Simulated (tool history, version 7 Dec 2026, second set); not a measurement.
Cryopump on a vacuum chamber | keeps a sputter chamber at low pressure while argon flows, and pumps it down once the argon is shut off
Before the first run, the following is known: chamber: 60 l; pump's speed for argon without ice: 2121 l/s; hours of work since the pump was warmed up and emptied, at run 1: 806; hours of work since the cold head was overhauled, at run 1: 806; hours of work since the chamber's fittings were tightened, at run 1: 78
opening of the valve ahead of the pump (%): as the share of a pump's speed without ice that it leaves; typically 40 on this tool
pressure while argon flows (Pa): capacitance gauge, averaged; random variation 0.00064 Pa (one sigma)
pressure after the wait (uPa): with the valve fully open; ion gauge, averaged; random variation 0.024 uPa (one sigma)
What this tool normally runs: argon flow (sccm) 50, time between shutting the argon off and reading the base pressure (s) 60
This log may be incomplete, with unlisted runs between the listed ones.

run	hour	argon flow (sccm)	time between shutting the argon off and reading the base pressure (s)	opening of the valve ahead of the pump (%)	hours of work since the pump was warmed up and emptied	hours of work since the cold head was overhauled	hours of work since the chamber's fittings were tightened	pressure while argon flows (Pa)	pressure after the wait (uPa)
1	0	50	60	40	806	806	78	0.1168	0.97
2	16	50	60	40	817	817	89	0.1181	0.95
3	48.7	30	60	40	839	839	110	0.0712	0.99
4	79.5	50	60	40	859	859	131	0.1181	0.94
5	106.7	50	60	40	877	877	149	0.1194	1.02
# hour 137.5: pump warmed up, emptied and cooled again
6	144.5	50	60	40	5	899	171	0.101	0.89
7	165.8	50	60	59	19	913	185	0.0693	0.93
8	185	50	60	59	32	926	198	0.0692	0.93
9	204.4	50	60	40	45	939	211	0.1013	0.92
10	230.6	50	124	40	62	956	228	0.1019	0.61
11	257	50	124	40	79	974	246	0.1022	0.58
12	279.2	50	60	40	94	989	260	0.1026	0.93
13	305	50	60	40	111	1006	278	0.1026	0.94
14	332.7	50	60	40	130	1024	296	0.102	0.99
15	350.9	50	60	40	142	1036	308	0.1027	1.02
16	383.5	50	60	33	164	1058	330	0.1252	1.03
17	406.5	50	60	40	179	1073	345	0.1045	1.01
18	425.1	29	101	17	191	1086	357	0.1387	0.75
19	448.3	38	257	54	207	1101	373	0.0598	0.45
20	468.3	50	29	49	220	1115	386	0.0859	1.75
21	495.8	48	132	49	238	1133	404	0.0834	0.66
22	518.1	21	62	24	253	1148	419	0.0727	0.99
23	547.2	65	60	53	272	1167	439	0.1047	1.05
24	574.3	65	60	53	291	1185	457	0.1065	1.04
25	592	21	184	22	302	1197	468	0.079	0.57
26	608.2	50	60	24	313	1208	479	0.1723	1.07
27	643.2	50	60	31	336	1231	502	0.1367	1.07
28	663.4	50	60	31	350	1244	516	0.1358	1.09
29	690	36	162	25	367	1262	534	0.1204	0.66
30	722.5	58	62	30	389	1284	555	0.1634	1.06
31	740.8	58	62	30	401	1296	567	0.1647	1.17
32	756.6	77	274	47	412	1306	578	0.1446	0.6
33	775.1	77	274	47	424	1319	590	0.1461	0.61
34	805.1	30	37	40	444	1339	610	0.0655	1.6

For each run, the measured value with the value that run would have given without the tool's hidden condition subtracted. The run-to-run variation is shared by both, the gauge scatter possibly not:
Hidden state at play: pump's speed, % of a pump's without ice; cold plate's temperature, K; leak into the chamber, uPa l/s; drift of the gauge itself on working_pa, %; drift of the gauge itself on base_upa, %.
run	pressure while argon flows (Pa)	pressure after the wait (uPa)
1	+0.0176	+0.11
2	+0.0178	+0.12
3	+0.0112	+0.13
4	+0.0192	+0.14
5	+0.0199	+0.15
6	+0.0014	+0.07
7	+0.0016	+0.08
8	+0.0018	+0.08
9	+0.002	+0.09
10	+0.0023	+0.1
11	+0.0026	+0.1
12	+0.0029	+0.11
13	+0.0031	+0.12
14	+0.0035	+0.13
15	+0.0038	+0.13
16	+0.0041	+0.15
17	+0.0043	+0.15
18	+0.0027	+0.16
19	+0.0037	+0.16
20	+0.0051	+0.17
21	+0.0052	+0.19
22	+0.0024	+0.2
23	+0.0079	+0.21
24	+0.0085	+0.21
25	+0.0029	+0.21
26	+0.007	+0.22
27	+0.0075	+0.24
28	+0.0077	+0.24
29	+0.0059	+0.25
30	+0.0099	+0.26
31	+0.0103	+0.28
32	+0.0141	+0.29
33	+0.0146	+0.29
34	+0.0059	+0.31
